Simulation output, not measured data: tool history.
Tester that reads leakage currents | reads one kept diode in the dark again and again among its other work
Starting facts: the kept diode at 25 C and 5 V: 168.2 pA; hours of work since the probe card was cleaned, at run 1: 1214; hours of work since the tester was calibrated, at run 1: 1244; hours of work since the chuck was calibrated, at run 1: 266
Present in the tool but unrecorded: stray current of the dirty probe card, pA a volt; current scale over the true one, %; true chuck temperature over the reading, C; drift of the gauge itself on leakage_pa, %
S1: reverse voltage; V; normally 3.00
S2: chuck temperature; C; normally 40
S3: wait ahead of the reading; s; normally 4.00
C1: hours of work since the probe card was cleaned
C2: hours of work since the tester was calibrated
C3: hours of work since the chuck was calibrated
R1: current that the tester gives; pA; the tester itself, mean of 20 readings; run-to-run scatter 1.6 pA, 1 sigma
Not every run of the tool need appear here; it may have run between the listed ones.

{"run": 1, "hour": 0.0, "S1": 3.0, "S2": 40, "S3": 4.0, "C1": 1214, "C2": 1244, "C3": 266, "R1": 537.9}
{"run": 2, "hour": 34.7, "S1": 3.0, "S2": 40, "S3": 4.0, "C1": 1229, "C2": 1259, "C3": 282, "R1": 535.92}
{"run": 3, "hour": 63.6, "S1": 3.0, "S2": 40, "S3": 4.0, "C1": 1242, "C2": 1272, "C3": 294, "R1": 538.8}
{"run": 4, "hour": 103.8, "S1": 3.0, "S2": 40, "S3": 4.0, "C1": 1260, "C2": 1289, "C3": 312, "R1": 536.81}
{"run": 5, "hour": 165.2, "S1": 3.0, "S2": 26, "S3": 4.0, "C1": 1287, "C2": 1317, "C3": 339, "R1": 151.11}
{"run": 6, "hour": 213.0, "S1": 3.0, "S2": 26, "S3": 4.0, "C1": 1308, "C2": 1338, "C3": 360, "R1": 152.39}
{"run": 7, "hour": 267.1, "S1": 3.0, "S2": 27, "S3": 4.0, "C1": 1332, "C2": 1361, "C3": 384, "R1": 167.01}
{"run": 8, "hour": 297.8, "S1": 3.0, "S2": 33, "S3": 4.0, "C1": 1345, "C2": 1375, "C3": 398, "R1": 289.69}
{"run": 9, "hour": 331.5, "S1": 3.0, "S2": 33, "S3": 4.0, "C1": 1360, "C2": 1390, "C3": 413, "R1": 290.19}
{"run": 10, "hour": 388.9, "S1": 3.0, "S2": 33, "S3": 4.0, "C1": 1386, "C2": 1415, "C3": 438, "R1": 289.82}
{"run": 11, "hour": 440.9, "S1": 3.0, "S2": 33, "S3": 4.0, "C1": 1408, "C2": 1438, "C3": 461, "R1": 289.52}
{"run": 12, "hour": 505.2, "S1": 1.85, "S2": 33, "S3": 3.79, "C1": 1437, "C2": 1466, "C3": 489, "R1": 237.92}
{"run": 13, "hour": 545.9, "S1": 5.38, "S2": 23, "S3": 1.4, "C1": 1455, "C2": 1484, "C3": 507, "R1": 143.41}
{"run": 14, "hour": 593.7, "S1": 3.0, "S2": 46, "S3": 2.34, "C1": 1476, "C2": 1506, "C3": 528, "R1": 891.74}
{"run": 15, "hour": 638.5, "S1": 1.96, "S2": 59, "S3": 7.53, "C1": 1496, "C2": 1525, "C3": 548, "R1": 2140.43}
{"run": 16, "hour": 706.7, "S1": 1.96, "S2": 59, "S3": 7.53, "C1": 1526, "C2": 1555, "C3": 578, "R1": 2138.36}
{"run": 17, "hour": 763.5, "S1": 3.56, "S2": 27, "S3": 1.89, "C1": 1551, "C2": 1580, "C3": 603, "R1": 178.67}

The same runs without the tool's hidden state, with the same run-to-run variation:
run=1 R1=538.26
run=2 R1=536.29
run=3 R1=539.18
run=4 R1=537.20
run=5 R1=151.22
run=6 R1=152.50
run=7 R1=167.13
run=8 R1=289.93
run=9 R1=290.43
run=10 R1=290.08
run=11 R1=289.78
run=12 R1=238.16
run=13 R1=143.52
run=14 R1=892.64
run=15 R1=2142.58
run=16 R1=2140.58
run=17 R1=178.86

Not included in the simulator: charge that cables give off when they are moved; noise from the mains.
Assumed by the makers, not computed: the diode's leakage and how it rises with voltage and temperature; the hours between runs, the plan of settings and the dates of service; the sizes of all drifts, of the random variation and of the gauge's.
